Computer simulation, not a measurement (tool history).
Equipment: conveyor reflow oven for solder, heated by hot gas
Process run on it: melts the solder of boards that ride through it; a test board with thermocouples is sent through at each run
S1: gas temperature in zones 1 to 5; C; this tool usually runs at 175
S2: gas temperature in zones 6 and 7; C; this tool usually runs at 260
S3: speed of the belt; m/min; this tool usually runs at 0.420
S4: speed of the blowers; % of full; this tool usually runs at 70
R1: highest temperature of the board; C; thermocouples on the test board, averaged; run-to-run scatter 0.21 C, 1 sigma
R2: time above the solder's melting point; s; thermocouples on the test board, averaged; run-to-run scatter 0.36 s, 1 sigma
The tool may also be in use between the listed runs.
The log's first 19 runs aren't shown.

| run | hour | S1 | S2 | S3 | S4 | R1 | R2 |
|---|---|---|---|---|---|---|---|
| 20 | 183.2 | 175 | 250 | 0.420 | 70 | 235.0 | 53.1 |
| 21 | 190.2 | 175 | 250 | 0.420 | 70 | 235.0 | 53.5 |
| 22 | 200.7 | 175 | 250 | 0.420 | 70 | 235.2 | 53.6 |
| 23 | 211.8 | 175 | 250 | 0.420 | 70 | 235.3 | 53.6 |
| 24 | 225.1 | 175 | 252 | 0.420 | 56 | 233.6 | 49.0 |
| 25 | 238.1 | 180 | 272 | 0.353 | 55 | 256.8 | 97.0 |
| 26 | 249.1 | 179 | 254 | 0.421 | 55 | 235.7 | 54.8 |
| 27 | 258.4 | 179 | 254 | 0.421 | 55 | 235.4 | 54.0 |
| 28 | 269.1 | 175 | 260 | 0.413 | 73 | 244.7 | 67.9 |
| 29 | 281.5 | 174 | 269 | 0.447 | 56 | 245.2 | 59.6 |
| 30 | 289.5 | 174 | 267 | 0.442 | 56 | 244.0 | 59.1 |
| 31 | 302.9 | 175 | 272 | 0.420 | 70 | 253.8 | 76.0 |
| 32 | 308.4 | 175 | 272 | 0.420 | 70 | 253.8 | 75.8 |

Consider 3 possible next runs. They are alternatives, not a sequence: every one starts from the tool as it was left by run 32. What does each give?
| A | 319.0 | 182 | 272 | 0.410 | 65 | ? | ? |
| B | 319.0 | 187 | 260 | 0.376 | 70 | ? | ? |
| C | 319.0 | 183 | 272 | 0.420 | 70 | ? | ? |

| run | R1 | R2 |
|---|---|---|
| A | 255.1 | 83.0 |
| B | 249.2 | 89.1 |
| C | 255.2 | 81.7 |
Without the tool's unlogged condition, the same runs would have read:
| run | R1 | R2 |
|---|---|---|
| A | 255.1 | 83.0 |
| B | 249.2 | 89.1 |
| C | 255.3 | 81.7 |
